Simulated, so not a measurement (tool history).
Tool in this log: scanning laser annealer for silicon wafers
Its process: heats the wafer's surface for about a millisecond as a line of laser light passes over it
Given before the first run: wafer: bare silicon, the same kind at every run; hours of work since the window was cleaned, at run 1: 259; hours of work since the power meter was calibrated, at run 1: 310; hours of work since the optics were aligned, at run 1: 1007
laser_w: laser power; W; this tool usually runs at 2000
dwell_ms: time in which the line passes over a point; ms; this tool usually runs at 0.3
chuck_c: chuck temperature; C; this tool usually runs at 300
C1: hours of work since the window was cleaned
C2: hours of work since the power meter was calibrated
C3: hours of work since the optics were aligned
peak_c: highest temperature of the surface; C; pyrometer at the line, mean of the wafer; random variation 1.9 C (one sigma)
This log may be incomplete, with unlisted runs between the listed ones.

Run 1, hour 0: usual settings; C1 259; C2 310; C3 1007. Result: peak_c 1081 C.
Run 2, hour 10.8: usual settings; C1 264; C2 315; C3 1011. Result: peak_c 1082 C.
Run 3, hour 25: usual settings; C1 269; C2 320; C3 1017. Result: peak_c 1086 C.
Run 4, hour 46: usual settings but chuck_c 314 C; C1 278; C2 329; C3 1025. Result: peak_c 1097 C.
Run 5, hour 59.5: usual settings but chuck_c 314 C; C1 283; C2 334; C3 1031. Result: peak_c 1097 C.
Run 6, hour 71.3: usual settings but chuck_c 314 C; C1 288; C2 339; C3 1035. Result: peak_c 1096 C.
Run 7, hour 91.9: usual settings but chuck_c 304 C; C1 297; C2 348; C3 1044. Result: peak_c 1083 C.
Run 8, hour 116.6: usual settings; C1 307; C2 358; C3 1054. Result: peak_c 1081 C.
Run 9, hour 139: usual settings; C1 316; C2 367; C3 1063. Result: peak_c 1077 C.
Run 10, hour 161.9: usual settings; C1 325; C2 376; C3 1072. Result: peak_c 1079 C.
Run 11, hour 173: usual settings; C1 330; C2 380; C3 1077. Result: peak_c 1077 C.
Run 12, hour 192.3: usual settings; C1 337; C2 388; C3 1085. Result: peak_c 1082 C.
Run 13, hour 218: usual settings; C1 348; C2 399; C3 1095. Result: peak_c 1078 C.
Run 14, hour 240.5: usual settings but dwell_ms 0.232 ms, chuck_c 297 C; C1 357; C2 408; C3 1104. Result: peak_c 994 C.
Run 15, hour 251.5: usual settings but laser_w 2027 W, dwell_ms 0.258 ms, chuck_c 294 C; C1 361; C2 412; C3 1109. Result: peak_c 1032 C.
Run 16, hour 271.8: usual settings but laser_w 2027 W, dwell_ms 0.258 ms, chuck_c 294 C; C1 370; C2 421; C3 1117. Result: peak_c 1034 C.
Run 17, hour 285.3: usual settings but laser_w 1817 W, dwell_ms 0.271 ms, chuck_c 292 C; C1 375; C2 426; C3 1122. Result: peak_c 971 C.
Run 18, hour 307.9: usual settings but laser_w 2037 W, dwell_ms 0.329 ms, chuck_c 306 C; C1 384; C2 435; C3 1132. Result: peak_c 1128 C.
Run 19, hour 328.6: usual settings but laser_w 1931 W, dwell_ms 0.218 ms, chuck_c 270 C; C1 393; C2 444; C3 1140. Result: peak_c 926 C.
Run 20, hour 351.1: usual settings but laser_w 1931 W, dwell_ms 0.218 ms, chuck_c 270 C; C1 402; C2 453; C3 1149. Result: peak_c 924 C.
Run 21, hour 372.7: usual settings but laser_w 1931 W, dwell_ms 0.218 ms, chuck_c 270 C; C1 411; C2 462; C3 1158. Result: peak_c 923 C.
Run 22, hour 385.3: usual settings but laser_w 1931 W, dwell_ms 0.218 ms, chuck_c 270 C; C1 416; C2 467; C3 1163. Result: peak_c 922 C.
Run 23, hour 400.2: usual settings but laser_w 1931 W, dwell_ms 0.218 ms, chuck_c 270 C; C1 422; C2 473; C3 1169. Result: peak_c 923 C.
Run 24, hour 411.2: usual settings but laser_w 1716 W, dwell_ms 0.26 ms; C1 426; C2 477; C3 1174. Result: peak_c 927 C.
Run 25, hour 429.6: usual settings but dwell_ms 0.309 ms, chuck_c 293 C; C1 434; C2 485; C3 1181. Result: peak_c 1077 C.

Alternative continuations, all from the tool just after run 25; predict every row:
Run A, hour 454: usual settings but dwell_ms 0.227 ms, chuck_c 293 C; C1 444; C2 495; C3 1191. Result: peak_c ?.
Run B, hour 454: usual settings but laser_w 1939 W, dwell_ms 0.312 ms, chuck_c 305 C; C1 444; C2 495; C3 1191. Result: peak_c ?.
Run C, hour 454: usual settings but dwell_ms 0.34 ms, chuck_c 286 C; C1 444; C2 495; C3 1191. Result: peak_c ?.
Run D, hour 454: usual settings but dwell_ms 0.286 ms, chuck_c 318 C; C1 444; C2 495; C3 1191. Result: peak_c ?.

run  peak_c
  A     978
  B    1066
  C    1103
  D    1077
Without the tool's unlogged condition, the same runs would have read:
run  peak_c
  A    1006
  B    1097
  C    1137
  D    1108
